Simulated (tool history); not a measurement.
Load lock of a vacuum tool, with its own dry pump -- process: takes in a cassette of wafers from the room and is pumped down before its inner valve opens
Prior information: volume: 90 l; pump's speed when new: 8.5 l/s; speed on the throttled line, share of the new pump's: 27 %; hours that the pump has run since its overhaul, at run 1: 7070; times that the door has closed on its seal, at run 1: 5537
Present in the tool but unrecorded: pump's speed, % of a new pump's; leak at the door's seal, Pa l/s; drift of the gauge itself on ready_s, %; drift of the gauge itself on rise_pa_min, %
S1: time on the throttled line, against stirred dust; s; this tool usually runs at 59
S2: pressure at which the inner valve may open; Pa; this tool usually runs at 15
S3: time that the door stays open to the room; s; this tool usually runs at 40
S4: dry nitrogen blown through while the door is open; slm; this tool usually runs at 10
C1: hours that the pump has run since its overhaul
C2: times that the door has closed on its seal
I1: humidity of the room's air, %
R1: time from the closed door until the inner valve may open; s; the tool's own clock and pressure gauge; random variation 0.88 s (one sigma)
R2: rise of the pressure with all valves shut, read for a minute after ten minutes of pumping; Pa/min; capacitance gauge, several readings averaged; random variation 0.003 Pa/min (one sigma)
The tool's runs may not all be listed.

{"run": 1, "day": 0.0, "S1": 59, "S2": 15, "S3": 40, "S4": 10, "C1": 7070, "C2": 5537, "I1": 47.2, "R1": 138.9, "R2": 0.029}
{"run": 2, "day": 9.858, "S1": 59, "S2": 15, "S3": 40, "S4": 10, "C1": 7306, "C2": 5895, "I1": 47.7, "R1": 136.6, "R2": 0.026}
{"run": 3, "day": 18.45, "S1": 59, "S2": 15, "S3": 40, "S4": 10, "C1": 7513, "C2": 6207, "I1": 49.2, "R1": 137.2, "R2": 0.029}
{"run": 4, "day": 24.283, "S1": 59, "S2": 15, "S3": 40, "S4": 10, "C1": 7653, "C2": 6419, "I1": 45.9, "R1": 137.5, "R2": 0.02}
{"run": 5, "day": 29.979, "S1": 59, "S2": 15, "S3": 40, "S4": 10, "C1": 7789, "C2": 6626, "I1": 46.6, "R1": 136.0, "R2": 0.022}
{"run": 6, "day": 40.462, "S1": 59, "S2": 15, "S3": 40, "S4": 10, "C1": 8041, "C2": 7007, "I1": 45.6, "R1": 136.2, "R2": 0.02}
{"run": 7, "day": 45.7, "S1": 59, "S2": 15, "S3": 40, "S4": 10, "C1": 8167, "C2": 7197, "I1": 48.4, "R1": 136.3, "R2": 0.022}
{"run": 8, "day": 51.554, "S1": 59, "S2": 15, "S3": 40, "S4": 10, "C1": 8307, "C2": 7409, "I1": 42.4, "R1": 137.4, "R2": 0.027}
{"run": 9, "day": 59.6, "S1": 59, "S2": 15, "S3": 40, "S4": 10, "C1": 8500, "C2": 7702, "I1": 43.6, "R1": 137.7, "R2": 0.02}
{"run": 10, "day": 69.288, "S1": 59, "S2": 15, "S3": 40, "S4": 10, "C1": 8733, "C2": 8054, "I1": 42.5, "R1": 137.2, "R2": 0.022}
{"run": 11, "day": 79.079, "S1": 59, "S2": 15, "S3": 40, "S4": 10, "C1": 8968, "C2": 8409, "I1": 47.8, "R1": 137.5, "R2": 0.025}
{"run": 12, "day": 84.475, "S1": 59, "S2": 15, "S3": 40, "S4": 10, "C1": 9097, "C2": 8605, "I1": 45.6, "R1": 136.1, "R2": 0.028}
{"run": 13, "day": 92.012, "S1": 59, "S2": 15, "S3": 40, "S4": 10, "C1": 9278, "C2": 8879, "I1": 45.4, "R1": 136.7, "R2": 0.027}
{"run": 14, "day": 100.725, "S1": 59, "S2": 15, "S3": 40, "S4": 10, "C1": 9487, "C2": 9196, "I1": 45.5, "R1": 136.3, "R2": 0.024}
{"run": 15, "day": 107.354, "S1": 59, "S2": 15, "S3": 40, "S4": 10, "C1": 9646, "C2": 9436, "I1": 44.4, "R1": 137.4, "R2": 0.022}
{"run": 16, "day": 117.65, "S1": 59, "S2": 15, "S3": 202, "S4": 10, "C1": 9893, "C2": 9810, "I1": 42.6, "R1": 136.4, "R2": 0.044}
{"run": 17, "day": 122.879, "S1": 59, "S2": 15, "S3": 202, "S4": 10, "C1": 10019, "C2": 10000, "I1": 46.7, "R1": 137.8, "R2": 0.054}
{"run": 18, "day": 129.033, "S1": 59, "S2": 15, "S3": 40, "S4": 10, "C1": 10167, "C2": 10224, "I1": 42.4, "R1": 138.1, "R2": 0.02}
{"run": 19, "day": 135.983, "S1": 59, "S2": 20, "S3": 40, "S4": 10, "C1": 10333, "C2": 10476, "I1": 44.2, "R1": 134.1, "R2": 0.023}
{"run": 20, "day": 141.204, "S1": 59, "S2": 15, "S3": 42, "S4": 14, "C1": 10459, "C2": 10666, "I1": 45.4, "R1": 137.5, "R2": 0.019}
{"run": 21, "day": 149.112, "S1": 59, "S2": 15, "S3": 42, "S4": 14, "C1": 10648, "C2": 10953, "I1": 44.2, "R1": 137.6, "R2": 0.021}
{"run": 22, "day": 154.125, "S1": 31, "S2": 29, "S3": 116, "S4": 44, "C1": 10769, "C2": 11136, "I1": 48.5, "R1": 110.4, "R2": 0.016}
{"run": 23, "day": 160.375, "S1": 59, "S2": 26, "S3": 44, "S4": 5, "C1": 10919, "C2": 11363, "I1": 43.2, "R1": 131.0, "R2": 0.026}
{"run": 24, "day": 170.188, "S1": 59, "S2": 26, "S3": 44, "S4": 5, "C1": 11154, "C2": 11719, "I1": 45.1, "R1": 129.3, "R2": 0.031}
{"run": 25, "day": 177.675, "S1": 95, "S2": 12, "S3": 44, "S4": 5, "C1": 11334, "C2": 11991, "I1": 44.7, "R1": 165.4, "R2": 0.034}
{"run": 26, "day": 185.904, "S1": 56, "S2": 15, "S3": 37, "S4": 10, "C1": 11532, "C2": 12290, "I1": 43.0, "R1": 135.0, "R2": 0.022}
{"run": 27, "day": 191.929, "S1": 114, "S2": 11, "S3": 38, "S4": 23, "C1": 11676, "C2": 12509, "I1": 42.1, "R1": 182.6, "R2": 0.018}
{"run": 28, "day": 200.492, "S1": 114, "S2": 11, "S3": 38, "S4": 23, "C1": 11882, "C2": 12820, "I1": 45.1, "R1": 182.4, "R2": 0.02}
{"run": 29, "day": 205.004, "S1": 55, "S2": 28, "S3": 32, "S4": 10, "C1": 11990, "C2": 12984, "I1": 43.6, "R1": 128.1, "R2": 0.022}
{"run": 30, "day": 212.571, "S1": 59, "S2": 18, "S3": 29, "S4": 21, "C1": 12171, "C2": 13259, "I1": 45.1, "R1": 134.6, "R2": 0.014}
{"day": 216.542, "done": "dry pump taken out, an overhauled one fitted"}
{"run": 31, "day": 222.967, "S1": 59, "S2": 15, "S3": 40, "S4": 43, "C1": 154, "C2": 13627, "I1": 43.5, "R1": 136.0, "R2": 0.013}
{"run": 32, "day": 233.738, "S1": 59, "S2": 11, "S3": 225, "S4": 43, "C1": 413, "C2": 14018, "I1": 42.3, "R1": 140.8, "R2": 0.011}
{"run": 33, "day": 240.475, "S1": 59, "S2": 18, "S3": 46, "S4": 34, "C1": 574, "C2": 14263, "I1": 42.7, "R1": 135.7, "R2": 0.009}
{"run": 34, "day": 249.483, "S1": 59, "S2": 18, "S3": 46, "S4": 34, "C1": 791, "C2": 14590, "I1": 46.8, "R1": 135.0, "R2": 0.013}
{"run": 35, "day": 255.033, "S1": 59, "S2": 12, "S3": 95, "S4": 11, "C1": 924, "C2": 14792, "I1": 44.9, "R1": 140.4, "R2": 0.031}
{"run": 36, "day": 265.667, "S1": 59, "S2": 15, "S3": 31, "S4": 9, "C1": 1179, "C2": 15178, "I1": 43.4, "R1": 136.8, "R2": 0.023}

Predict each of these 4 candidate next runs independently; none follows another, all start after run 36:
{"run": "A", "day": 273.392, "S1": 59, "S2": 15, "S3": 112, "S4": 9, "C1": 1364, "C2": 15459, "I1": 43.8, "R1": "?", "R2": "?"}
{"run": "B", "day": 273.392, "S1": 59, "S2": 15, "S3": 38, "S4": 5, "C1": 1364, "C2": 15459, "I1": 48.6, "R1": "?", "R2": "?"}
{"run": "C", "day": 273.392, "S1": 59, "S2": 13, "S3": 128, "S4": 9, "C1": 1364, "C2": 15459, "I1": 46.2, "R1": "?", "R2": "?"}
{"run": "D", "day": 273.392, "S1": 59, "S2": 11, "S3": 31, "S4": 27, "C1": 1364, "C2": 15459, "I1": 43.2, "R1": "?", "R2": "?"}

run=A R1=137.1 R2=0.041
run=B R1=137.5 R2=0.035
run=C R1=139.0 R2=0.046
run=D R1=141.8 R2=0.016
The same runs, with their run-to-run variation unchanged, on a tool lacking any hidden condition would have given:
run=A R1=137.1 R2=0.041
run=B R1=137.5 R2=0.035
run=C R1=139.0 R2=0.045
run=D R1=141.8 R2=0.016
